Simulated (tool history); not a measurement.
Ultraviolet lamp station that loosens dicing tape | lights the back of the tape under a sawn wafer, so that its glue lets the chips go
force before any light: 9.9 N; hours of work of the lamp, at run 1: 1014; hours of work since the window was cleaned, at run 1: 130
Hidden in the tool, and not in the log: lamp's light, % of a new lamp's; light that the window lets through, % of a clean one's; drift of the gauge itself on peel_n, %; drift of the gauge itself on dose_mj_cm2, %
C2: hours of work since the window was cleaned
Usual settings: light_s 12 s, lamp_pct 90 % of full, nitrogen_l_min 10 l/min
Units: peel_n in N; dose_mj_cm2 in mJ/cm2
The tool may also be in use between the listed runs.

Run 1, hour 0: usual settings; hours of work of the lamp 1014; C2 130. Result: peel_n 1.196 N, dose_mj_cm2 191 mJ/cm2.
Run 2, hour 68: usual settings; hours of work of the lamp 1054; C2 171. Result: peel_n 1.264 N, dose_mj_cm2 191 mJ/cm2.
Run 3, hour 121.4: usual settings; hours of work of the lamp 1086; C2 203. Result: peel_n 1.315 N, dose_mj_cm2 189 mJ/cm2.
Run 4, hour 187.3: usual settings; hours of work of the lamp 1126; C2 242. Result: peel_n 1.339 N, dose_mj_cm2 184 mJ/cm2.
Run 5, hour 216.3: usual settings; hours of work of the lamp 1143; C2 259. Result: peel_n 1.303 N, dose_mj_cm2 183 mJ/cm2.
Run 6, hour 267: usual settings but lamp_pct 66 % of full; hours of work of the lamp 1173; C2 290. Result: peel_n 2.333 N, dose_mj_cm2 134 mJ/cm2.
Run 7, hour 331.4: usual settings but light_s 22 s; hours of work of the lamp 1212; C2 328. Result: peel_n 0.408 N, dose_mj_cm2 328 mJ/cm2.
Run 8, hour 377.2: usual settings but light_s 11 s; hours of work of the lamp 1239; C2 355. Result: peel_n 1.707 N, dose_mj_cm2 160 mJ/cm2.
Run 9, hour 426.1: usual settings but light_s 11 s; hours of work of the lamp 1268; C2 385. Result: peel_n 1.667 N, dose_mj_cm2 156 mJ/cm2.
Run 10, hour 495: usual settings but light_s 19 s; hours of work of the lamp 1309; C2 426. Result: peel_n 0.616 N, dose_mj_cm2 271 mJ/cm2.
Run 11, hour 542.6: usual settings but nitrogen_l_min 3 l/min; hours of work of the lamp 1338; C2 454. Result: peel_n 3.159 N, dose_mj_cm2 168 mJ/cm2.
Run 12, hour 591.5: usual settings but nitrogen_l_min 6 l/min; hours of work of the lamp 1367; C2 483. Result: peel_n 2.231 N, dose_mj_cm2 166 mJ/cm2.
Run 13, hour 653.3: usual settings but nitrogen_l_min 16 l/min; hours of work of the lamp 1404; C2 520. Result: peel_n 1.281 N, dose_mj_cm2 163 mJ/cm2.
Run 14, hour 698.4: usual settings but nitrogen_l_min 16 l/min; hours of work of the lamp 1431; C2 547. Result: peel_n 1.29 N, dose_mj_cm2 165 mJ/cm2.
Run 15, hour 752.3: usual settings; hours of work of the lamp 1463; C2 579. Result: peel_n 1.701 N, dose_mj_cm2 161 mJ/cm2.
At hour 795.6: window cleaned of glue's vapour.
Run 16, hour 821.6: usual settings; hours of work of the lamp 1504; C2 16. Result: peel_n 1.945 N, dose_mj_cm2 146 mJ/cm2.
Run 17, hour 854.8: usual settings but light_s 20 s; hours of work of the lamp 1524; C2 35. Result: peel_n 0.775 N, dose_mj_cm2 243 mJ/cm2.
Run 18, hour 894.8: usual settings but lamp_pct 98 % of full; hours of work of the lamp 1548; C2 59. Result: peel_n 1.731 N, dose_mj_cm2 160 mJ/cm2.
At hour 910.6: lamp changed.
Run 19, hour 928.2: usual settings but light_s 13 s, lamp_pct 98 % of full; hours of work of the lamp 10; C2 79. Result: peel_n 0.742 N, dose_mj_cm2 250 mJ/cm2.
Run 20, hour 968.6: usual settings but light_s 13 s, lamp_pct 98 % of full; hours of work of the lamp 35; C2 103. Result: peel_n 0.77 N, dose_mj_cm2 244 mJ/cm2.
At hour 984.7: window cleaned of glue's vapour, once more.
Run 21, hour 1010.3: usual settings but light_s 13 s, lamp_pct 98 % of full; hours of work of the lamp 59; C2 15. Result: peel_n 0.514 N, dose_mj_cm2 296 mJ/cm2.
Run 22, hour 1060.8: usual settings but light_s 16 s, lamp_pct 80 % of full; hours of work of the lamp 89; C2 45. Result: peel_n 0.506 N, dose_mj_cm2 293 mJ/cm2.
Run 23, hour 1101.2: usual settings but light_s 11 s, lamp_pct 75 % of full; hours of work of the lamp 114; C2 70. Result: peel_n 1.334 N, dose_mj_cm2 189 mJ/cm2.
Run 24, hour 1158.1: usual settings but light_s 10 s, nitrogen_l_min 4 l/min; hours of work of the lamp 148; C2 104. Result: peel_n 2.181 N, dose_mj_cm2 202 mJ/cm2.
Run 25, hour 1209.4: usual settings but light_s 10 s, nitrogen_l_min 4 l/min; hours of work of the lamp 178; C2 134. Result: peel_n 2.269 N, dose_mj_cm2 199 mJ/cm2.
Run 26, hour 1262.1: usual settings but light_s 10 s, nitrogen_l_min 4 l/min; hours of work of the lamp 210; C2 166. Result: peel_n 2.199 N, dose_mj_cm2 202 mJ/cm2.
Run 27, hour 1318.9: usual settings but light_s 10 s, nitrogen_l_min 4 l/min; hours of work of the lamp 244; C2 200. Result: peel_n 2.223 N, dose_mj_cm2 195 mJ/cm2.
Run 28, hour 1380: usual settings but light_s 10 s, nitrogen_l_min 4 l/min; hours of work of the lamp 280; C2 236. Result: peel_n 2.271 N, dose_mj_cm2 196 mJ/cm2.
Run 29, hour 1415.2: usual settings but light_s 13 s, lamp_pct 67 % of full, nitrogen_l_min 20 l/min; hours of work of the lamp 301; C2 257. Result: peel_n 0.884 N, dose_mj_cm2 184 mJ/cm2.
Run 30, hour 1460.3: usual settings but light_s 13 s, lamp_pct 67 % of full, nitrogen_l_min 8 l/min; hours of work of the lamp 328; C2 284. Result: peel_n 1.551 N, dose_mj_cm2 185 mJ/cm2.
Run 31, hour 1490.4: usual settings but lamp_pct 74 % of full, nitrogen_l_min 6 l/min; hours of work of the lamp 346; C2 302. Result: peel_n 1.95 N, dose_mj_cm2 187 mJ/cm2.
Run 32, hour 1525.2: usual settings but lamp_pct 74 % of full, nitrogen_l_min 6 l/min; hours of work of the lamp 367; C2 323. Result: peel_n 1.988 N, dose_mj_cm2 187 mJ/cm2.
Run 33, hour 1562.7: usual settings but lamp_pct 74 % of full, nitrogen_l_min 6 l/min; hours of work of the lamp 389; C2 345. Result: peel_n 1.918 N, dose_mj_cm2 183 mJ/cm2.
Run 34, hour 1595.6: usual settings but light_s 20 s, lamp_pct 62 % of full, nitrogen_l_min 16 l/min; hours of work of the lamp 409; C2 365. Result: peel_n 0.481 N, dose_mj_cm2 253 mJ/cm2.
Run 35, hour 1653: usual settings but lamp_pct 91 % of full, nitrogen_l_min 9 l/min; hours of work of the lamp 443; C2 399. Result: peel_n 1.053 N, dose_mj_cm2 220 mJ/cm2.
Run 36, hour 1683.7: usual settings but light_s 11 s, lamp_pct 67 % of full, nitrogen_l_min 8 l/min; hours of work of the lamp 462; C2 418. Result: peel_n 2.256 N, dose_mj_cm2 149 mJ/cm2.
Run 37, hour 1729.3: usual settings but light_s 8 s, lamp_pct 79 % of full, nitrogen_l_min 8 l/min; hours of work of the lamp 489; C2 445. Result: peel_n 2.818 N, dose_mj_cm2 122 mJ/cm2.
Run 38, hour 1758.3: usual settings but light_s 8 s, lamp_pct 88 % of full, nitrogen_l_min 8 l/min; hours of work of the lamp 506; C2 462. Result: peel_n 2.42 N, dose_mj_cm2 134 mJ/cm2.
Run 39, hour 1822.5: usual settings but light_s 7 s, lamp_pct 96 % of full, nitrogen_l_min 15 l/min; hours of work of the lamp 544; C2 501. Result: peel_n 1.923 N, dose_mj_cm2 126 mJ/cm2.
Run 40, hour 1862: usual settings but light_s 20 s, lamp_pct 81 % of full; hours of work of the lamp 568; C2 524. Result: peel_n 0.462 N, dose_mj_cm2 309 mJ/cm2.
Run 41, hour 1896.9: usual settings but light_s 8 s, lamp_pct 81 % of full, nitrogen_l_min 4 l/min; hours of work of the lamp 589; C2 545. Result: peel_n 3.912 N, dose_mj_cm2 120 mJ/cm2.
Run 42, hour 1932.6: usual settings but light_s 8 s, lamp_pct 81 % of full, nitrogen_l_min 4 l/min; hours of work of the lamp 610; C2 566. Result: peel_n 3.868 N, dose_mj_cm2 123 mJ/cm2.

Some steps in peel_n between neighbouring runs. How much of each would the tool show without its hidden state too (settings, what came in, random variation), and how much is left for the hidden state, with any gauge scatter that isn't in both results?
Run 6 -> 7: light_s 12 -> 22, lamp_pct 66 -> 90. peel_n -1.925 N: hidden state -0.797, all else -1.128.
Run 10 -> 11: light_s 19 -> 12, nitrogen_l_min 10 -> 3. peel_n +2.543 N: hidden state +0.995, all else +1.548.
Run 18 -> 19: light_s 12 -> 13, lamp changed. peel_n -0.989 N: hidden state -0.9, all else -0.089.
Run 40 -> 41: light_s 20 -> 8, nitrogen_l_min 10 -> 4. peel_n +3.45 N: hidden state +0.611, all else +2.839.
